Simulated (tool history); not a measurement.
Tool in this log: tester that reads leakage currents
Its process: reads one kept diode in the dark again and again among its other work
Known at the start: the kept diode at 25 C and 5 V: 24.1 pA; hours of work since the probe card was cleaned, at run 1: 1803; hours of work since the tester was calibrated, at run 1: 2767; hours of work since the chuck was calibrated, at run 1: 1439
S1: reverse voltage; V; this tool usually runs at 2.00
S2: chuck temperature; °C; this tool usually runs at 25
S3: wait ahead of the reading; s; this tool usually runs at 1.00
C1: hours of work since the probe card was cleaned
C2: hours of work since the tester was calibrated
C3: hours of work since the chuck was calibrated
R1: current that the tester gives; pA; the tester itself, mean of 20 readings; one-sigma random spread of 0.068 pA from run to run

Run 1, day 0.000: usual settings; C1 1803; C2 2767; C3 1439. Result: R1 19.76 pA.
Run 2, day 7.138: usual settings but S1 3.29 V; C1 1875; C2 2839; C3 1511. Result: R1 27.62 pA.
Run 3, day 13.917: usual settings but S1 3.29 V; C1 1943; C2 2907; C3 1579. Result: R1 27.80 pA.
Run 4, day 20.438: usual settings but S1 3.29 V; C1 2009; C2 2973; C3 1645. Result: R1 28.16 pA.
Run 5, day 25.721: usual settings but S1 6.42 V; C1 2062; C2 3026; C3 1698. Result: R1 44.74 pA.
Run 6, day 29.342: usual settings but S1 6.42 V; C1 2099; C2 3063; C3 1735. Result: R1 45.18 pA.
At day 31.625: chuck's temperature calibrated.
Run 7, day 34.925: usual settings but S1 6.42 V; C1 2154; C2 3118; C3 33. Result: R1 46.44 pA.
Run 8, day 39.929: usual settings; C1 2205; C2 3169; C3 84. Result: R1 21.28 pA.
At day 44.521: probe card cleaned and baked.
Run 9, day 44.754: usual settings; C1 2; C2 3216; C3 131. Result: R1 17.17 pA.
Run 10, day 49.621: usual settings; C1 51; C2 3265; C3 180. Result: R1 17.40 pA.
At day 53.875: chuck's temperature calibrated, once more.
Run 11, day 56.096: usual settings; C1 116; C2 3329; C3 22. Result: R1 15.46 pA.
Run 12, day 60.883: usual settings but S3 7.79 s; C1 164; C2 3378; C3 71. Result: R1 14.88 pA.
Run 13, day 65.583: usual settings but S3 7.79 s; C1 211; C2 3425; C3 118. Result: R1 15.05 pA.
Run 14, day 69.379: usual settings but S3 7.79 s; C1 250; C2 3463; C3 156. Result: R1 15.16 pA.
Run 15, day 72.504: usual settings but S3 7.79 s; C1 281; C2 3495; C3 188. Result: R1 15.28 pA.
Run 16, day 77.233: usual settings but S1 8.45 V, S3 0.68 s; C1 329; C2 3543; C3 235. Result: R1 39.44 pA.
Run 17, day 80.392: usual settings but S3 2.23 s; C1 361; C2 3574; C3 267. Result: R1 15.61 pA.
Run 18, day 86.938: usual settings but S3 2.23 s; C1 427; C2 3640; C3 333. Result: R1 15.79 pA.
Run 19, day 90.508: usual settings but S1 12.43 V, S2 49 °C, S3 4.82 s; C1 463; C2 3676; C3 369. Result: R1 290.24 pA.
Run 20, day 94.550: usual settings but S1 12.43 V, S2 49 °C, S3 4.82 s; C1 504; C2 3717; C3 410. Result: R1 289.22 pA.
Run 21, day 101.604: usual settings but S1 12.43 V, S2 49 °C, S3 4.82 s; C1 575; C2 3788; C3 481. Result: R1 295.25 pA.
Run 22, day 107.462: usual settings but S1 12.43 V, S2 49 °C, S3 8.55 s; C1 634; C2 3847; C3 540. Result: R1 295.02 pA.
Run 23, day 114.071: usual settings but S1 12.43 V, S2 49 °C, S3 8.55 s; C1 700; C2 3914; C3 607. Result: R1 296.78 pA.
Run 24, day 120.879: usual settings but S3 3.07 s; C1 769; C2 3983; C3 675. Result: R1 16.41 pA.
Run 25, day 124.538: usual settings but S1 7.38 V, S3 0.81 s; C1 806; C2 4019; C3 712. Result: R1 39.45 pA.
Run 26, day 130.267: usual settings but S1 1.31 V, S2 33 °C; C1 864; C2 4077; C3 770. Result: R1 24.98 pA.

Below, some changes in R1 between adjacent runs. For each, the amount present without the hidden state too (settings, incoming material, random variation) and the amount remaining for the hidden state with gauge scatter not shared by both compared results:
Hidden state present: stray current of the dirty probe card, pA a volt; current scale over the true one, %; true chuck temperature over the reading, C; drift of the gauge itself on leakage_pa, %.
Run 7 -> 8: S1 6.42 -> 2.00. R1 -25.16 pA: hidden state -10.38, all else -14.78.
Run 18 -> 19: S1 2.00 -> 12.43, S2 25 -> 49, S3 2.23 -> 4.82. R1 +274.45 pA: hidden state +6.50, all else +267.95.
Run 23 -> 24: S1 12.43 -> 2.00, S2 49 -> 25, S3 8.55 -> 3.07. R1 -280.37 pA: hidden state -11.47, all else -268.90.
